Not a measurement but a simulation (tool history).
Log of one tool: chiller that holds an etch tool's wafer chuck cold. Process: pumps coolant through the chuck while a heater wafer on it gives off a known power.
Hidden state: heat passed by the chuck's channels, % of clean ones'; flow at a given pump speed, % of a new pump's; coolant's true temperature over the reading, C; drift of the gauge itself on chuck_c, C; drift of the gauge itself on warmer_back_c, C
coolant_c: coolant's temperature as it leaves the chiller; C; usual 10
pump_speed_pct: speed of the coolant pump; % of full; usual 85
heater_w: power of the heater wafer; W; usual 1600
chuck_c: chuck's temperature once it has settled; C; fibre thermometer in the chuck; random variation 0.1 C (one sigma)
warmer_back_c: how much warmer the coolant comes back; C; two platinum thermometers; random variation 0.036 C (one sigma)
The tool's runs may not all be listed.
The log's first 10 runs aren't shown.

run	hour	coolant_c	pump_speed_pct	heater_w	hours since the coolant was changed and the channels were flushed	hours since the pump was overhauled	hours since the chiller's thermometer was calibrated	chuck_c	warmer_back_c
11	753.2	10	85	1600	1938	3784	2789	26.9	6.29
12	811.4	10	85	1600	1996	3843	2848	26.8	6.26
13	876.4	10	85	1600	2061	3908	2913	26.8	6.26
14	941.1	10	85	1886	2126	3972	2977	29.9	7.36
15	989.8	10	85	1600	2175	4021	3026	27	6.24
16	1067.7	10	85	1600	2253	4099	3104	26.7	6.2
17	1159.3	15	85	1682	2344	4191	3195	32.8	6.57
18	1234.7	15	85	1682	2419	4266	3271	32.6	6.52
19	1310.1	6	85	887	2495	4341	3346	15.4	3.29
20	1380.3	13	85	987	2565	4412	3416	23.4	3.78
21	1462.5	17	79	987	2647	4494	3499	28.1	3.92
22	1549.7	17	79	987	2735	4581	3586	28.1	4
23	1624.9	2	85	1600	2810	4656	3661	19	6.07
# hour 1715.8: chiller's thermometer calibrated
24	1721.4	3	85	1600	2905	4752	6	19.9	6.17
25	1785.4	3	85	1600	2969	4816	70	19.8	6.11
# hour 1817.3: gauge calibrated
26	1842.3	3	85	1025	3026	4873	126	13.7	4.08
27	1932.5	14	85	1552	3116	4963	217	30.5	6.21
28	1975.6	5	85	1552	3159	5006	260	21.5	6.21
29	2053.1	19	85	1491	3237	5083	337	34.7	5.93
30	2132.5	18	67	1491	3316	5163	417	37.2	7.59
31	2202.3	4	94	1721	3386	5233	486	20.6	6.12
32	2263.1	4	94	1721	3447	5293	547	20.4	6.06

3 ways to go on from here, each from the tool as it stands after run 32. What would each give?
A	2336.2	4	67	2055	3520	5366	620	?	?
B	2336.2	2	100	1525	3520	5366	620	?	?
C	2336.2	20	71	1281	3520	5366	620	?	?

run	chuck_c	warmer_back_c
A	30.4	10.46
B	16.1	5.07
C	35.9	6.04
Without the tool's hidden state the same runs would have given:
run	chuck_c	warmer_back_c
A	30.4	10.54
B	16.1	5.16
C	35.9	6.13
